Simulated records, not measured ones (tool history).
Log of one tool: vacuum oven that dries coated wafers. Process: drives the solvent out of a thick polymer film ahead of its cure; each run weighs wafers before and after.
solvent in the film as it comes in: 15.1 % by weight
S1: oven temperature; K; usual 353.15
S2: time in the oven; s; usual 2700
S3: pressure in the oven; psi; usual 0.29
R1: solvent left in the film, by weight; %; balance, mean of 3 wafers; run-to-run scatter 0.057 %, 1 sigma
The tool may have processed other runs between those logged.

{"run": 1, "day": 0.0, "S1": 353.15, "S2": 2700, "S3": 0.29, "R1": 2.77}
{"run": 2, "day": 2.529, "S1": 353.15, "S2": 2700, "S3": 0.151, "R1": 1.81}
{"run": 3, "day": 4.108, "S1": 353.15, "S2": 2700, "S3": 0.151, "R1": 1.85}
{"run": 4, "day": 6.821, "S1": 353.15, "S2": 2700, "S3": 0.29, "R1": 2.83}
{"run": 5, "day": 8.267, "S1": 353.15, "S2": 2700, "S3": 0.29, "R1": 2.78}
{"run": 6, "day": 11.079, "S1": 353.15, "S2": 2700, "S3": 0.29, "R1": 2.91}
{"run": 7, "day": 13.446, "S1": 353.15, "S2": 2700, "S3": 0.29, "R1": 2.79}
{"run": 8, "day": 15.221, "S1": 357.15, "S2": 2700, "S3": 0.29, "R1": 2.07}
{"run": 9, "day": 16.571, "S1": 353.15, "S2": 2700, "S3": 0.19, "R1": 2.17}
{"run": 10, "day": 18.35, "S1": 352.15, "S2": 2700, "S3": 0.19, "R1": 2.25}
{"run": 11, "day": 20.354, "S1": 352.15, "S2": 2700, "S3": 0.19, "R1": 2.28}
{"run": 12, "day": 22.988, "S1": 352.15, "S2": 2700, "S3": 0.19, "R1": 2.38}
{"run": 13, "day": 24.296, "S1": 353.15, "S2": 2700, "S3": 0.29, "R1": 2.79}
{"run": 14, "day": 26.083, "S1": 353.15, "S2": 2700, "S3": 0.29, "R1": 2.76}
{"run": 15, "day": 27.471, "S1": 340.15, "S2": 4380, "S3": 0.825, "R1": 10.56}
{"run": 16, "day": 29.0, "S1": 344.15, "S2": 4380, "S3": 0.825, "R1": 8.69}
{"run": 17, "day": 30.712, "S1": 365.15, "S2": 2700, "S3": 0.489, "R1": 2.2}
{"run": 18, "day": 33.104, "S1": 365.15, "S2": 2700, "S3": 0.489, "R1": 2.22}
{"run": 19, "day": 35.7, "S1": 365.15, "S2": 2700, "S3": 0.489, "R1": 2.23}
{"run": 20, "day": 38.229, "S1": 353.15, "S2": 2700, "S3": 0.358, "R1": 3.23}
{"run": 21, "day": 40.496, "S1": 353.15, "S2": 2520, "S3": 0.853, "R1": 6.54}
{"run": 22, "day": 42.758, "S1": 362.15, "S2": 1680, "S3": 0.877, "R1": 5.03}
{"run": 23, "day": 44.521, "S1": 362.15, "S2": 1680, "S3": 0.877, "R1": 5}
{"run": 24, "day": 46.025, "S1": 362.15, "S2": 1680, "S3": 0.877, "R1": 4.98}
{"run": 25, "day": 47.988, "S1": 362.15, "S2": 1920, "S3": 0.877, "R1": 4.68}
{"run": 26, "day": 49.938, "S1": 362.15, "S2": 1920, "S3": 0.877, "R1": 4.61}
{"run": 27, "day": 52.379, "S1": 340.15, "S2": 2160, "S3": 0.29, "R1": 7.21}

Run 28 has not been measured yet. What should we expect?
{"run": 28, "day": 54.379, "S1": 353.15, "S2": 2400, "S3": 0.235, "R1": "?"}

R1: 2.6 %
With no hidden state in the tool, this same run would have given R1 2.57 %.
